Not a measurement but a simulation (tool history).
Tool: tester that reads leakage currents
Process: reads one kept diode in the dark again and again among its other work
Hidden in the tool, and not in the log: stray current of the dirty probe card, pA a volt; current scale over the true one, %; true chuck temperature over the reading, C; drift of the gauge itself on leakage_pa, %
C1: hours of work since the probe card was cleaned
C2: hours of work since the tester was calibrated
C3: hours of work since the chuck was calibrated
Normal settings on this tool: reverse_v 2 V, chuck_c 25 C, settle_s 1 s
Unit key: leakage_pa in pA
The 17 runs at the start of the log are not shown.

Run 18, hour 1198.8: usual settings; C1 1066; C2 1660; C3 638. Result: leakage_pa 14.33 pA.
Run 19, hour 1240.7: usual settings; C1 1095; C2 1689; C3 667. Result: leakage_pa 14.35 pA.
Run 20, hour 1295.1: usual settings; C1 1132; C2 1726; C3 705. Result: leakage_pa 14.44 pA.
Run 21, hour 1355.2: usual settings but chuck_c 29 C, settle_s 3.43 s; C1 1174; C2 1768; C3 746. Result: leakage_pa 19.18 pA.
Run 22, hour 1435: usual settings but chuck_c 29 C, settle_s 3.43 s; C1 1229; C2 1823; C3 802. Result: leakage_pa 19.04 pA.
Run 23, hour 1526.2: usual settings but chuck_c 21 C, settle_s 1.07 s; C1 1292; C2 1886; C3 865. Result: leakage_pa 10.58 pA.
Run 24, hour 1613.6: usual settings but chuck_c 21 C, settle_s 1.07 s; C1 1353; C2 1947; C3 925. Result: leakage_pa 10.64 pA.
Run 25, hour 1655.3: usual settings but reverse_v 4.96 V, chuck_c 21 C, settle_s 6.5 s; C1 1381; C2 1975; C3 954. Result: leakage_pa 17.04 pA.
Run 26, hour 1712.1: usual settings but reverse_v 13.07 V, chuck_c 27 C; C1 1421; C2 2015; C3 993. Result: leakage_pa 44.85 pA.
At hour 1753.3: chuck's temperature calibrated.
Run 27, hour 1806: usual settings but chuck_c 35 C, settle_s 3.75 s; C1 1484; C2 2078; C3 36. Result: leakage_pa 29.13 pA.
Run 28, hour 1888.5: usual settings but reverse_v 2.04 V, chuck_c 41 C; C1 1541; C2 2135; C3 93. Result: leakage_pa 44.4 pA.
Run 29, hour 1958: usual settings but reverse_v 17.01 V, chuck_c 41 C, settle_s 0.36 s; C1 1589; C2 2183; C3 141. Result: leakage_pa 137.77 pA.
Run 30, hour 2046.4: usual settings but reverse_v 1.01 V; C1 1650; C2 2244; C3 203. Result: leakage_pa 10.15 pA.
Run 31, hour 2130.8: usual settings but reverse_v 6.9 V, chuck_c 31 C, settle_s 0.41 s; C1 1709; C2 2303; C3 261. Result: leakage_pa 43.31 pA.
Run 32, hour 2191.9: usual settings but reverse_v 4.95 V, chuck_c 33 C, settle_s 1.8 s; C1 1751; C2 2345; C3 303. Result: leakage_pa 40.78 pA.
At hour 2261.5: probe card cleaned and baked.
Run 33, hour 2272: usual settings but reverse_v 4.95 V, chuck_c 33 C, settle_s 1.8 s; C1 7; C2 2398; C3 356. Result: leakage_pa 40.48 pA.
Run 34, hour 2368.2: usual settings but reverse_v 18.53 V, chuck_c 29 C, settle_s 1.02 s; C1 74; C2 2464; C3 423. Result: leakage_pa 62.19 pA.
Run 35, hour 2429.6: usual settings but reverse_v 18.53 V, chuck_c 29 C, settle_s 1.02 s; C1 116; C2 2507; C3 465. Result: leakage_pa 62.39 pA.
Run 36, hour 2474: usual settings but reverse_v 9.73 V, chuck_c 38 C, settle_s 2.08 s; C1 147; C2 2538; C3 496. Result: leakage_pa 82.29 pA.
Run 37, hour 2523.4: usual settings but reverse_v 1.01 V, chuck_c 37 C, settle_s 0.35 s; C1 181; C2 2572; C3 530. Result: leakage_pa 23.58 pA.
Run 38, hour 2614: usual settings but chuck_c 38 C, settle_s 0.85 s; C1 244; C2 2634; C3 593. Result: leakage_pa 36.06 pA.
Run 39, hour 2704.9: usual settings but chuck_c 38 C, settle_s 0.85 s; C1 306; C2 2697; C3 655. Result: leakage_pa 35.98 pA.

Predict each of these 3 candidate next runs independently; none follows another, all start after run 39:
Run A, hour 2746.9: usual settings but reverse_v 11.54 V, chuck_c 38 C, settle_s 4.15 s; C1 335; C2 2726; C3 685. Result: leakage_pa ?.
Run B, hour 2746.9: usual settings but reverse_v 4.37 V, chuck_c 22 C, settle_s 0.85 s; C1 335; C2 2726; C3 685. Result: leakage_pa ?.
Run C, hour 2746.9: usual settings but reverse_v 1.04 V, chuck_c 55 C, settle_s 0.31 s; C1 335; C2 2726; C3 685. Result: leakage_pa ?.

run  leakage_pa
  A       89.31
  B       17.43
  C       76.71
With the hidden condition removed and each run's random variation left untouched, the same runs would have given:
run  leakage_pa
  A       89.34
  B       17.43
  C       76.74

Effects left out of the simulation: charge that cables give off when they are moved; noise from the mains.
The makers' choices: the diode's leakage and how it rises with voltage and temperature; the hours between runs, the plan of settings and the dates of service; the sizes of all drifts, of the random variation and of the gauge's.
